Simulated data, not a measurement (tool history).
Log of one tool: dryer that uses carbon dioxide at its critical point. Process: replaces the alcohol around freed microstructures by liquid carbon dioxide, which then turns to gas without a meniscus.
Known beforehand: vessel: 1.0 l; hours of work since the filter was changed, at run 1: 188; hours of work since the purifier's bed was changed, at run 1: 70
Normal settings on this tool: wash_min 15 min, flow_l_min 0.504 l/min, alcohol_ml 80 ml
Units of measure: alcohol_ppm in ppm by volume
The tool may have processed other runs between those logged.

run,hour,wash_min,flow_l_min,alcohol_ml,hours of work since the filter was changed,hours of work since the purifier's bed was changed,alcohol_ppm
1,0,15,0.504,80,188,70,515
2,33.6,15,0.504,80,212,94,516
3,63.1,15,0.504,80,232,115,545
4,104.2,15,0.504,80,261,143,561
5,132.6,15,0.504,80,281,163,580
6,164.9,15,0.504,80,303,186,603
7,199.4,15,0.504,80,327,210,638
8,240.2,15,0.504,80,356,238,633
9,289.2,15,0.504,80,390,272,675
10,314.6,15,0.504,80,408,290,688
11,361.6,15,0.504,80,440,323,753
12,384.4,15,0.504,80,456,339,747
13,410.9,10,0.504,80,475,357,3483
14,454.7,15,0.682,80,505,388,220
# hour 495.5: inlet filter changed
15,507.6,15,0.733,58,8,424,95
16,535.4,13,0.346,80,28,443,3519
17,574,12,0.346,80,55,470,4485
18,609.1,12,0.346,80,79,495,4390

Run 19 has not been measured yet. What should we expect?
19,648.6,17,0.504,26,107,522,?

{"run 19": {"alcohol_ppm": 158}}
Take away the tool's hidden state, keep the run-to-run variation as it was, and the same run would have given alcohol_ppm 66 ppm by volume.
